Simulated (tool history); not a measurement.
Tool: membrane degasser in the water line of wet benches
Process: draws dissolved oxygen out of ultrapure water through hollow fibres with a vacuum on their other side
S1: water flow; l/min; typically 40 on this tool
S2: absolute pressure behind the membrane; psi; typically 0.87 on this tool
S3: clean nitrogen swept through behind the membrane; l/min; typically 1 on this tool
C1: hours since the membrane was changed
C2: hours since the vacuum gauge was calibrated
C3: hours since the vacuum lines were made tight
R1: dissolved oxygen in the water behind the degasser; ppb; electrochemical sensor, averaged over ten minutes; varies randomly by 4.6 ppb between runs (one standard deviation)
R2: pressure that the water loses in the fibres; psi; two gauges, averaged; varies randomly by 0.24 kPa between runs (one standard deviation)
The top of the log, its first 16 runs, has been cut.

{"run": 17, "hour": 3736.2, "S1": 40, "S2": 0.577, "S3": 1, "C1": 6935, "C2": 3007, "C3": 1114, "R1": 309, "R2": 8.757}
{"run": 18, "hour": 4000.2, "S1": 31, "S2": 1.564, "S3": 0.67, "C1": 7199, "C2": 3271, "C3": 1378, "R1": 771.5, "R2": 6.818}
{"run": 19, "hour": 4182.4, "S1": 31, "S2": 1.564, "S3": 0.67, "C1": 7382, "C2": 3453, "C3": 1561, "R1": 767.9, "R2": 6.786}
{"run": 20, "hour": 4446.6, "S1": 57, "S2": 0.87, "S3": 0.56, "C1": 7646, "C2": 3717, "C3": 1825, "R1": 822.7, "R2": 12.469}
{"run": 21, "hour": 4660.4, "S1": 57, "S2": 0.541, "S3": 0.52, "C1": 7860, "C2": 3931, "C3": 2039, "R1": 510.4, "R2": 12.52}
{"run": 22, "hour": 4930.4, "S1": 57, "S2": 0.541, "S3": 0.52, "C1": 8130, "C2": 4201, "C3": 2309, "R1": 514.5, "R2": 12.417}
{"run": 23, "hour": 5117.7, "S1": 26, "S2": 0.541, "S3": 0.52, "C1": 8317, "C2": 4388, "C3": 2496, "R1": 157.9, "R2": 5.706}
{"run": 24, "hour": 5411.6, "S1": 26, "S2": 0.541, "S3": 0.52, "C1": 8611, "C2": 4682, "C3": 2790, "R1": 157.3, "R2": 5.67}
{"run": 25, "hour": 5697.5, "S1": 40, "S2": 0.994, "S3": 1, "C1": 8897, "C2": 4968, "C3": 3076, "R1": 521.5, "R2": 8.747}
{"run": 26, "hour": 5944.7, "S1": 40, "S2": 0.994, "S3": 1, "C1": 9144, "C2": 5215, "C3": 3323, "R1": 517.3, "R2": 8.775}
{"run": 27, "hour": 6271.9, "S1": 40, "S2": 0.994, "S3": 1, "C1": 9471, "C2": 5542, "C3": 3650, "R1": 522.4, "R2": 8.749}
{"run": 28, "hour": 6582.0, "S1": 36, "S2": 0.87, "S3": 1.85, "C1": 9781, "C2": 5853, "C3": 3960, "R1": 325.1, "R2": 7.918}
{"hour": 6661.6, "done": "membrane cartridge changed"}
{"run": 29, "hour": 6791.9, "S1": 44, "S2": 0.891, "S3": 0.45, "C1": 130, "C2": 6058, "C3": 4166, "R1": 699.8, "R2": 9.686}
{"run": 30, "hour": 7108.2, "S1": 44, "S2": 0.891, "S3": 1.86, "C1": 447, "C2": 6375, "C3": 4482, "R1": 433.1, "R2": 9.671}
{"run": 31, "hour": 7302.2, "S1": 40, "S2": 0.87, "S3": 2.76, "C1": 641, "C2": 6569, "C3": 4676, "R1": 337.3, "R2": 8.753}

Branching from run 31: 4 alternative next runs. What would each branch give?
{"run": "A", "hour": 7438.5, "S1": 40, "S2": 0.87, "S3": 0.45, "C1": 777, "C2": 6705, "C3": 4813, "R1": "?", "R2": "?"}
{"run": "B", "hour": 7438.5, "S1": 34, "S2": 0.875, "S3": 0.92, "C1": 777, "C2": 6705, "C3": 4813, "R1": "?", "R2": "?"}
{"run": "C", "hour": 7438.5, "S1": 37, "S2": 0.634, "S3": 2.76, "C1": 777, "C2": 6705, "C3": 4813, "R1": "?", "R2": "?"}
{"run": "D", "hour": 7438.5, "S1": 40, "S2": 0.87, "S3": 0.95, "C1": 777, "C2": 6705, "C3": 4813, "R1": "?", "R2": "?"}

run=A R1=627.7 R2=8.714
run=B R1=383.1 R2=7.449
run=C R1=251.3 R2=8.029
run=D R1=462 R2=8.739
Stripped of hidden state, with their random variation kept, the same runs would have yielded:
run=A R1=627.1 R2=8.712
run=B R1=382.7 R2=7.448
run=C R1=251 R2=8.028
run=D R1=461.5 R2=8.737

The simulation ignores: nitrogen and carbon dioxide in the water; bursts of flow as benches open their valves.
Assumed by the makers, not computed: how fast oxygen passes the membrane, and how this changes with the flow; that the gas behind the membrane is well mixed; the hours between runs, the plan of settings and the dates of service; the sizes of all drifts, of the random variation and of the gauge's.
